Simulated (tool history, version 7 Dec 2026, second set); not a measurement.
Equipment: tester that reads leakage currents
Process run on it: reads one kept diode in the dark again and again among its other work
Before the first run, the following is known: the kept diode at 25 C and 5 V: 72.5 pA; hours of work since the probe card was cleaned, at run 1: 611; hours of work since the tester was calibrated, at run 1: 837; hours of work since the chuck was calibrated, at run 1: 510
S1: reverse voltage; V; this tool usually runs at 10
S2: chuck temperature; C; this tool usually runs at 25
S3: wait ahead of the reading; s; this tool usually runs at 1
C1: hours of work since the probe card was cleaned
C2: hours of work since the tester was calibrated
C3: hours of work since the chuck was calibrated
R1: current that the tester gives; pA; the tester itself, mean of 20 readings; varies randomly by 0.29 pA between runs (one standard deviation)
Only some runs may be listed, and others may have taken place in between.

{"run": 1, "hour": 0.0, "S1": 10, "S2": 25, "S3": 1, "C1": 611, "C2": 837, "C3": 510, "R1": 98}
{"run": 2, "hour": 21.6, "S1": 10, "S2": 25, "S3": 1, "C1": 625, "C2": 850, "C3": 524, "R1": 97.92}
{"run": 3, "hour": 54.7, "S1": 10, "S2": 25, "S3": 1, "C1": 646, "C2": 871, "C3": 545, "R1": 97.98}
{"run": 4, "hour": 91.1, "S1": 10, "S2": 25, "S3": 6.09, "C1": 669, "C2": 894, "C3": 568, "R1": 96.26}
{"run": 5, "hour": 125.1, "S1": 10, "S2": 25, "S3": 6.09, "C1": 690, "C2": 916, "C3": 590, "R1": 96.27}
{"run": 6, "hour": 143.7, "S1": 10, "S2": 46, "S3": 0.58, "C1": 702, "C2": 928, "C3": 601, "R1": 539.35}
{"run": 7, "hour": 170.4, "S1": 2.2, "S2": 31, "S3": 0.58, "C1": 719, "C2": 945, "C3": 618, "R1": 92.24}
{"run": 8, "hour": 199.2, "S1": 6, "S2": 25, "S3": 1, "C1": 737, "C2": 963, "C3": 637, "R1": 80.25}
{"run": 9, "hour": 222.4, "S1": 3.7, "S2": 31, "S3": 0.3, "C1": 752, "C2": 978, "C3": 651, "R1": 112.58}
{"run": 10, "hour": 253.4, "S1": 19.3, "S2": 21, "S3": 0.38, "C1": 772, "C2": 997, "C3": 671, "R1": 102.63}

Pick out some run-to-run changes in R1. Of each, how much would a tool without hidden state show as well, from the settings, what came in and chance, and how much is left for the hidden state and any gauge scatter not in both results compared?
Hidden conditions of the tool in this case: stray current of the dirty probe card, pA a volt; current scale over the true one, %; true chuck temperature over the reading, C; drift of the gauge itself on leakage_pa, %.
Run 5 -> 6: S2 25 -> 46, S3 6.09 -> 0.58. R1 +443.08 pA: hidden state -13.18, all else +456.26.
Run 6 -> 7: S1 10 -> 2.2, S2 46 -> 31. R1 -447.11 pA: hidden state +7.8, all else -454.91.
